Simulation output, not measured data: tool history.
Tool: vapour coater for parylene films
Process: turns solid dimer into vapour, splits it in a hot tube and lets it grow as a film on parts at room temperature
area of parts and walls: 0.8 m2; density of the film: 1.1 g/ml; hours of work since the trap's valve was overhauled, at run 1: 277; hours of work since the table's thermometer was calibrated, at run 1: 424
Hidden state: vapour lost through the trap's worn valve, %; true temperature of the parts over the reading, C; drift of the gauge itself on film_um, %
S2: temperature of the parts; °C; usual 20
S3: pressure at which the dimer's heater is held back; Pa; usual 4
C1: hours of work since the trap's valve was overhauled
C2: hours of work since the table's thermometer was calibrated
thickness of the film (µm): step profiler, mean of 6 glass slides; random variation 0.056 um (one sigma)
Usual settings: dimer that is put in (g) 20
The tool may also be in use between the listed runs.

Run 1, hour 0: usual settings; C1 277; C2 424. Result: thickness of the film (µm) 15.36.
Run 2, hour 12.4: usual settings; C1 287; C2 433. Result: thickness of the film (µm) 15.38.
Run 3, hour 26.3: usual settings; C1 297; C2 444. Result: thickness of the film (µm) 15.41.
Run 4, hour 44.4: usual settings but dimer that is put in (g) 11; C1 311; C2 457. Result: thickness of the film (µm) 8.41.
At hour 50: trap's valve overhauled.
Run 5, hour 66.1: usual settings; C1 12; C2 471. Result: thickness of the film (µm) 15.39.
Run 6, hour 79: usual settings; C1 22; C2 481. Result: thickness of the film (µm) 15.28.
Run 7, hour 88.1: usual settings but S2 22 °C; C1 29; C2 488. Result: thickness of the film (µm) 14.43.
Run 8, hour 108.1: usual settings but S2 22 °C, S3 7.59 Pa; C1 44; C2 503. Result: thickness of the film (µm) 13.05.
Run 9, hour 126.8: usual settings but S2 22 °C, S3 7.59 Pa; C1 58; C2 517. Result: thickness of the film (µm) 12.99.
Run 10, hour 143.2: usual settings; C1 70; C2 529. Result: thickness of the film (µm) 15.21.
Run 11, hour 152.2: usual settings; C1 77; C2 536. Result: thickness of the film (µm) 15.25.
Run 12, hour 167.4: usual settings; C1 89; C2 547. Result: thickness of the film (µm) 15.2.
Run 13, hour 186.7: usual settings; C1 103; C2 562. Result: thickness of the film (µm) 15.23.
Run 14, hour 198.5: usual settings; C1 112; C2 571. Result: thickness of the film (µm) 15.14.
Run 15, hour 215.7: usual settings but S3 3.67 Pa; C1 125; C2 584. Result: thickness of the film (µm) 15.29.
Run 16, hour 225: usual settings; C1 132; C2 591. Result: thickness of the film (µm) 15.15.
Run 17, hour 240.7: usual settings; C1 144; C2 603. Result: thickness of the film (µm) 15.02.
Run 18, hour 255.1: usual settings; C1 155; C2 614. Result: thickness of the film (µm) 15.06.
Run 19, hour 263.6: usual settings but S3 9.26 Pa; C1 162; C2 620. Result: thickness of the film (µm) 13.38.
Run 20, hour 273.7: usual settings but S3 9.26 Pa; C1 169; C2 628. Result: thickness of the film (µm) 13.35.
At hour 280.6: gauge calibrated.
Run 21, hour 291.9: usual settings but S3 9.26 Pa; C1 183; C2 642. Result: thickness of the film (µm) 13.61.
Run 22, hour 309.1: usual settings but S3 9.26 Pa; C1 196; C2 655. Result: thickness of the film (µm) 13.53.
Run 23, hour 323.5: usual settings but S3 2.71 Pa; C1 207; C2 666. Result: thickness of the film (µm) 16.26.
Run 24, hour 343.9: usual settings but dimer that is put in (g) 32; C1 222; C2 681. Result: thickness of the film (µm) 24.62.
Run 25, hour 352.6: usual settings but dimer that is put in (g) 27, S2 21 °C, S3 2.25 Pa; C1 229; C2 687. Result: thickness of the film (µm) 21.86.
Run 26, hour 366.5: usual settings but dimer that is put in (g) 27, S2 21 °C, S3 2.25 Pa; C1 239; C2 698. Result: thickness of the film (µm) 21.75.
Run 27, hour 375: usual settings but dimer that is put in (g) 18, S2 32 °C, S3 4.43 Pa; C1 246; C2 704. Result: thickness of the film (µm) 9.05.
Run 28, hour 391.2: usual settings but S2 13 °C, S3 2.47 Pa; C1 258; C2 717. Result: thickness of the film (µm) 20.66.
Run 29, hour 410.4: usual settings but dimer that is put in (g) 19, S2 13 °C, S3 3.07 Pa; C1 273; C2 731. Result: thickness of the film (µm) 19.04.
Run 30, hour 426.1: usual settings but dimer that is put in (g) 19, S2 13 °C, S3 3.07 Pa; C1 284; C2 743. Result: thickness of the film (µm) 19.
Run 31, hour 436.1: usual settings but dimer that is put in (g) 8, S2 22 °C, S3 2.35 Pa; C1 292; C2 751. Result: thickness of the film (µm) 6.17.
Run 32, hour 455.7: usual settings but S2 14 °C, S3 4.02 Pa; C1 307; C2 765. Result: thickness of the film (µm) 18.41.
At hour 466.6: trap's valve overhauled.
Run 33, hour 470.3: usual settings but dimer that is put in (g) 32, S3 8.76 Pa; C1 3; C2 773. Result: thickness of the film (µm) 21.55.
Run 34, hour 481.3: usual settings but dimer that is put in (g) 35; C1 11; C2 782. Result: thickness of the film (µm) 26.53.
Run 35, hour 498.3: usual settings but dimer that is put in (g) 35; C1 24; C2 795. Result: thickness of the film (µm) 26.45.
Run 36, hour 516.6: usual settings but S2 21 °C, S3 2.35 Pa; C1 38; C2 809. Result: thickness of the film (µm) 15.77.
Run 37, hour 534.5: usual settings but S2 21 °C, S3 2.35 Pa; C1 51; C2 822. Result: thickness of the film (µm) 15.81.
Run 38, hour 544.5: usual settings but dimer that is put in (g) 10, S2 27 °C, S3 3.09 Pa; C1 59; C2 830. Result: thickness of the film (µm) 6.2.
Run 39, hour 560.9: usual settings but dimer that is put in (g) 9; C1 71; C2 842. Result: thickness of the film (µm) 6.78.
At hour 567.6: gauge calibrated.
Run 40, hour 574.7: usual settings but dimer that is put in (g) 15, S3 7.8 Pa; C1 82; C2 852. Result: thickness of the film (µm) 10.5.
Run 41, hour 594.9: usual settings but dimer that is put in (g) 15, S3 7.8 Pa; C1 97; C2 868. Result: thickness of the film (µm) 10.5.
Run 42, hour 605.8: usual settings but dimer that is put in (g) 10, S3 8.62 Pa; C1 105; C2 876. Result: thickness of the film (µm) 6.82.
Run 43, hour 615.7: usual settings but dimer that is put in (g) 10, S3 8.62 Pa; C1 113; C2 883. Result: thickness of the film (µm) 6.82.
Run 44, hour 630.3: usual settings but dimer that is put in (g) 10, S3 8.62 Pa; C1 124; C2 894. Result: thickness of the film (µm) 6.86.
Run 45, hour 646.9: usual settings but dimer that is put in (g) 10, S3 8.62 Pa; C1 136; C2 907. Result: thickness of the film (µm) 6.84.
Run 46, hour 660.2: usual settings but dimer that is put in (g) 10, S3 2.1 Pa; C1 146; C2 917. Result: thickness of the film (µm) 8.38.

Hidden state or all else? Some run-to-run changes of thickness of the film (µm), split into what the settings, what came in and random variation would give without the hidden state, and what is left for the hidden state (with any gauge scatter that isn't in both results):
Run 20 -> 21: gauge calibrated. thickness of the film (µm) +0.26: hidden state +0.3, all else -0.04.
Run 26 -> 27: dimer that is put in (g) 27 -> 18, S2 21 -> 32, S3 2.25 -> 4.43. thickness of the film (µm) -12.7: hidden state +0.09, all else -12.79.
Run 30 -> 31: dimer that is put in (g) 19 -> 8, S2 13 -> 22, S3 3.07 -> 2.35. thickness of the film (µm) -12.83: hidden state +0.18, all else -13.01.
Run 31 -> 32: dimer that is put in (g) 8 -> 20, S2 22 -> 14, S3 2.35 -> 4.02. thickness of the film (µm) +12.24: hidden state -0.21, all else +12.45.
Run 37 -> 38: dimer that is put in (g) 20 -> 10, S2 21 -> 27, S3 2.35 -> 3.09. thickness of the film (µm) -9.61: hidden state +0.2, all else -9.81.
